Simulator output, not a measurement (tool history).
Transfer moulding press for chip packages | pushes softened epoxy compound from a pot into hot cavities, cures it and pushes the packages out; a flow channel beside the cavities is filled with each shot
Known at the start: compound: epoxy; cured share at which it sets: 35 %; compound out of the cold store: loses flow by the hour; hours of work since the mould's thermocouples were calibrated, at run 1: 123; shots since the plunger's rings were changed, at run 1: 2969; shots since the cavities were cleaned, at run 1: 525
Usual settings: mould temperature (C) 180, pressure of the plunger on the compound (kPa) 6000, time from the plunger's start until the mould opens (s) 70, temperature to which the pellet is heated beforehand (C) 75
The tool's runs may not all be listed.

run	hour	mould temperature (C)	pressure of the plunger on the compound (kPa)	time from the plunger's start until the mould opens (s)	temperature to which the pellet is heated beforehand (C)	hours of work since the mould's thermocouples were calibrated	shots since the plunger's rings were changed	shots since the cavities were cleaned	incoming compound's hours out of the cold store	length that the compound runs in the flow channel (mm)	greatest force on the pins that push the packages out (N)
1	0.0	180	6000	70	75	123	2969	525	28.6	867	1051
# hour 3.3: cavities cleaned with cleaning compound and waxed
2	7.2	180	6000	70	75	126	3045	53	47.3	830	772
3	13.6	180	6000	70	75	129	3130	138	45.8	831	854
4	19.0	180	6000	70	75	132	3203	211	12.0	896	978
5	29.9	180	6000	70	75	138	3349	357	16.3	884	1022
6	35.6	180	6000	70	75	141	3425	433	22.4	879	1070
# hour 46.0: cavities cleaned with cleaning compound and waxed
7	48.9	180	6000	70	75	147	3583	39	30.0	850	773
8	60.7	180	6000	96	75	153	3742	198	39.5	838	525
9	72.8	183	6000	70	75	160	3904	360	47.5	807	807
10	78.4	179	6000	70	75	163	3978	434	27.1	862	1125
11	84.8	179	6000	70	75	166	4064	520	20.8	874	1255
# hour 88.4: cavities cleaned with cleaning compound and waxed
12	98.3	179	6000	70	75	173	4225	132	23.6	865	968
13	110.1	179	6000	70	75	179	4383	290	30.9	847	1123
14	121.0	180	6000	95	75	185	4529	436	11.4	889	642
# hour 130.7: cavities cleaned with cleaning compound and waxed
15	132.6	180	6000	95	75	190	4665	26	18.2	863	449
16	142.5	180	5130	70	75	195	4798	159	47.1	751	864
17	149.6	180	5130	70	75	199	4892	253	36.4	771	979
# hour 161.5: plunger's sealing rings changed
18	162.0	180	6000	86	75	204	7	386	24.6	903	675
19	167.4	180	6000	86	75	207	79	458	32.8	885	713
# hour 175.4: cavities cleaned with cleaning compound and waxed
20	181.5	180	6000	86	75	214	248	82	9.4	936	528
21	192.4	180	6030	70	75	220	394	228	11.2	937	993
22	201.8	175	6000	70	69	225	520	354	25.0	913	1536
23	209.6	180	5550	80	75	229	624	458	13.8	888	809
# hour 217.5: cavities cleaned with cleaning compound and waxed
24	222.5	180	5550	80	75	235	778	67	39.7	836	585
25	228.7	180	7360	82	72	238	861	150	20.2	1011	637
26	234.8	174	4620	99	68	241	943	232	15.9	824	661
27	244.4	174	7080	95	68	246	1071	360	16.5	1013	809
28	254.5	180	6000	65	80	252	1206	495	41.2	857	1291
# hour 260.2: cavities cleaned with cleaning compound and waxed
29	263.0	180	7250	69	73	255	1299	37	11.9	1010	853

Forecast each of these 3 alternatives for the next run:
A	269.2	187	6000	65	77	259	1383	121	12.4	?	?
B	269.2	173	5300	72	73	259	1383	121	40.9	?	?
C	269.2	180	6400	69	73	259	1383	121	12.2	?	?

run	length that the compound runs in the flow channel (mm)	greatest force on the pins that push the packages out (N)
A	896	649
B	832	1328
C	955	954
Without the tool's hidden state the same runs would have given:
run	length that the compound runs in the flow channel (mm)	greatest force on the pins that push the packages out (N)
A	909	532
B	843	1084
C	969	773

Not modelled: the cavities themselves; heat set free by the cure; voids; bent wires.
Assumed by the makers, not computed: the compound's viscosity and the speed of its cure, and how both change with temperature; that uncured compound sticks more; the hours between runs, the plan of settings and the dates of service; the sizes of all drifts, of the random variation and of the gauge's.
